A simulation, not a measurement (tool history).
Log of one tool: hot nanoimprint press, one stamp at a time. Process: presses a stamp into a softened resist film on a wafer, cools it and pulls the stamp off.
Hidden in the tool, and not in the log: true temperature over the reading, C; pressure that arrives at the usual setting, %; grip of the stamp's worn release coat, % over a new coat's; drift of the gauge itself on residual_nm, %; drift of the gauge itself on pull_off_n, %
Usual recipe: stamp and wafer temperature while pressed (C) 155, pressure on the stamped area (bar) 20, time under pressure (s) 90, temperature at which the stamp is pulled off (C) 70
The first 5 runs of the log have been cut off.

run,hour,stamp and wafer temperature while pressed (C),pressure on the stamped area (bar),time under pressure (s),temperature at which the stamp is pulled off (C),hours of work since the thermocouple was calibrated,imprints on the stamp's release coat,hours of work since the press's seals were changed,resist left under the stamp's widest pad (nm),greatest force while the stamp is pulled off (N)
6,202.4,155,20,90,56,86,664,142,231.3,328
7,228.2,155,20,90,56,101,777,156,231.2,333
8,256.7,155,20,90,70,116,902,172,231.2,258
9,288,155,20,90,70,134,1039,189,235.1,268
10,326.5,155,20,90,70,155,1207,211,234.3,269
11,377.2,155,20,90,70,183,1429,239,235.6,289
12,405.5,155,20,90,70,199,1553,254,235.7,299
13,444.2,155,20,90,77,220,1723,276,238.2,250
14,475.5,155,20,90,77,238,1860,293,236.4,265
# hour 508.2: plate thermocouple calibrated
15,508.2,155,20,90,77,0,1990,310,226.9,258
# hour 519.2: stamp cleaned and given a new release coat
16,542.3,155,23.4,90,70,16,102,325,216,220
17,590.7,155,20,90,67,42,314,352,227.4,256
18,631.8,155,19.9,90,67,65,494,375,230.7,248
19,655.4,151,24.2,48,60,78,597,388,292.1,294
20,704.9,149,20,48,70,106,814,415,316.6,258
21,737.4,149,20,48,70,124,956,433,316.8,262
22,790.5,149,12.5,63,61,153,1188,463,329.1,332
23,836,149,25.1,63,61,178,1387,488,291.5,333
24,874.2,149,12.4,85,61,199,1555,509,314.1,347
25,904.9,157,17.8,90,59,216,1689,526,231,355
26,957.9,157,17.8,90,59,246,1921,555,231.2,375
# hour 975.4: plate thermocouple calibrated
# hour 987.7: stamp cleaned and given a new release coat
27,1017.7,157,17.8,90,59,20,131,584,224.9,286
28,1066.3,155,20,90,68,47,344,610,230.6,245
29,1100.6,155,26.1,65,77,66,494,629,237.2,207
30,1151.1,155,26.1,151,74,94,715,657,174,230

4 options for the next run, each taken on its own from the tool as it stands now. Forecast them:
A,1202.6,155,22.8,151,75,123,941,686,?,?
B,1202.6,155,27.6,90,70,123,941,686,?,?
C,1202.6,151,26.1,151,74,123,941,686,?,?
D,1202.6,155,26.1,104,66,123,941,686,?,?

run,resist left under the stamp's widest pad (nm),greatest force while the stamp is pulled off (N)
A,184.7,231
B,210.9,269
C,202.7,245
D,203.2,277
Without the tool's unlogged condition, the same runs would have read:
run,resist left under the stamp's widest pad (nm),greatest force while the stamp is pulled off (N)
A,178.7,193
B,203.8,225
C,195.7,205
D,196.4,232
